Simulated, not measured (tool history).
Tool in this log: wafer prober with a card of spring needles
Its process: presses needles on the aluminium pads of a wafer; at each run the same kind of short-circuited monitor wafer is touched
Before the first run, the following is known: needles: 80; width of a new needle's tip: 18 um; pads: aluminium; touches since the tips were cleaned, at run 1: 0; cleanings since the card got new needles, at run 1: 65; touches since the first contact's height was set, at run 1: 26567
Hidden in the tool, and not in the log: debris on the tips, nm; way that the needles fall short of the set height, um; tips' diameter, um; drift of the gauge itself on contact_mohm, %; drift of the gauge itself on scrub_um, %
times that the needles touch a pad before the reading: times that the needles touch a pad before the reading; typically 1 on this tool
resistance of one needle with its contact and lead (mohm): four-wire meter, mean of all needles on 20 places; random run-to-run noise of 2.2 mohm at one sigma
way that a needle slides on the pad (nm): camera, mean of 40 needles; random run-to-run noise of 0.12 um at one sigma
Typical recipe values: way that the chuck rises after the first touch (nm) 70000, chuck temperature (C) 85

run   hour  way that the chuck rises after the first touch (nm)  chuck temperature (C)  times that the needles touch a pad before the reading  touches since the tips were cleaned  cleanings since the card got new needles  touches since the first contact's height was set  resistance of one needle with its contact and lead (mohm)  way that a needle slides on the pad (nm)
  1      0                                                70000                     85                                                      1                                    0                                        65                                             26567                                                        238                                     15240
      15.4  -- tips cleaned on abrasive film
      30.9  -- tips cleaned on abrasive film
      46.3  -- tips cleaned on abrasive film
  2   52.9                                                50000                     85                                                      1                                 1342                                        68                                             37379                                                        266                                     10810
      59.1  -- tips cleaned on abrasive film
      74.6  -- tips cleaned on abrasive film
      90.1  -- tips cleaned on abrasive film
  3   96.3                                                70000                     85                                                      1                                 1286                                        71                                             46254                                                        252                                     15450
     102.7  -- tips cleaned on abrasive film
     118.1  -- tips cleaned on abrasive film
     130.5  -- tips cleaned on abrasive film
       146  -- tips cleaned on abrasive film
     161.5  -- tips cleaned on abrasive film
     176.9  -- tips cleaned on abrasive film
  4  182.5                                                70000                     85                                                      1                                 1145                                        77                                             63853                                                        248                                     15260
     191.8  -- tips cleaned on abrasive film
     204.2  -- tips cleaned on abrasive film
     219.7  -- tips cleaned on abrasive film
  5  231.7                                                70000                     85                                                      1                                 2476                                        80                                             73914                                                        260                                     15280
     234.9  -- tips cleaned on abrasive film
     250.4  -- tips cleaned on abrasive film
     265.8  -- tips cleaned on abrasive film
     281.3  -- tips cleaned on abrasive film
     293.7  -- tips cleaned on abrasive film
  6    302                                                64000                     46                                                      1                                 1717                                        85                                             88273                                                        248                                     13550
     308.3  -- tips cleaned on abrasive film
     323.8  -- tips cleaned on abrasive film
     336.1  -- tips cleaned on abrasive film
     351.6  -- tips cleaned on abrasive film
     367.1  -- tips cleaned on abrasive film
  7  375.8                                                70000                     92                                                      1                                 1784                                        90                                            103331                                                        254                                     15000
       382  -- tips cleaned on abrasive film
     394.4  -- tips cleaned on abrasive film
     409.9  -- tips cleaned on abrasive film
     425.3  -- tips cleaned on abrasive film
     437.7  -- tips cleaned on abrasive film
  8  449.6                                                59000                     85                                                      1                                 2441                                        95                                            118413                                                        269                                     12670
     452.8  -- tips cleaned on abrasive film
     468.2  -- tips cleaned on abrasive film
     483.7  -- tips cleaned on abrasive film
     499.2  -- tips cleaned on abrasive film
     514.6  -- tips cleaned on abrasive film
     530.1  -- tips cleaned on abrasive film
     542.5  -- tips cleaned on abrasive film
  9  545.8                                                70000                    104                                                      3                                  682                                       102                                            138057                                                        245                                     14800
     555.1  -- tips cleaned on abrasive film
     567.5  -- tips cleaned on abrasive film
       583  -- tips cleaned on abrasive film
     595.4  -- tips cleaned on abrasive film
     610.8  -- tips cleaned on abrasive film
     623.2  -- tips cleaned on abrasive film
     637.8  -- tips cleaned on abrasive film
 10  637.8                                                74000                    105                                                      1                                    0                                       109                                            156832                                                        245                                     15820

Below are 4 alternative next runs, each starting from the tool's condition after run 10. Predict each:
     653.3  -- tips cleaned on abrasive film
     668.7  -- tips cleaned on abrasive film
     684.2  -- tips cleaned on abrasive film
     699.7  -- tips cleaned on abrasive film
     709.2  -- height of the first contact set anew
     715.4  -- tips cleaned on abrasive film
  A  727.6                                                68000                     81                                                      1                                 2505                                       114                                              3768                                                          ?                                         ?
     653.3  -- tips cleaned on abrasive film
     668.7  -- tips cleaned on abrasive film
     684.2  -- tips cleaned on abrasive film
     699.7  -- tips cleaned on abrasive film
     709.2  -- height of the first contact set anew
     715.4  -- tips cleaned on abrasive film
  B  727.6                                                61000                     85                                                      1                                 2505                                       114                                              3768                                                          ?                                         ?
     653.3  -- tips cleaned on abrasive film
     668.7  -- tips cleaned on abrasive film
     684.2  -- tips cleaned on abrasive film
     699.7  -- tips cleaned on abrasive film
     709.2  -- height of the first contact set anew
     715.4  -- tips cleaned on abrasive film
  C  727.6                                                70000                     66                                                      2                                 2505                                       114                                              3768                                                          ?                                         ?
     653.3  -- tips cleaned on abrasive film
     668.7  -- tips cleaned on abrasive film
     684.2  -- tips cleaned on abrasive film
     699.7  -- tips cleaned on abrasive film
     709.2  -- height of the first contact set anew
     715.4  -- tips cleaned on abrasive film
  D  727.6                                                66000                     45                                                      1                                 2505                                       114                                              3768                                                          ?                                         ?

run  resistance of one needle with its contact and lead (mohm)  way that a needle slides on the pad (nm)
  A                                                        263                                     14980
  B                                                        269                                     13570
  C                                                        248                                     15520
  D                                                        255                                     14470
Without the tool's hidden state the same runs would have given:
run  resistance of one needle with its contact and lead (mohm)  way that a needle slides on the pad (nm)
  A                                                        241                                     14990
  B                                                        241                                     13590
  C                                                        234                                     15530
  D                                                        230                                     14480
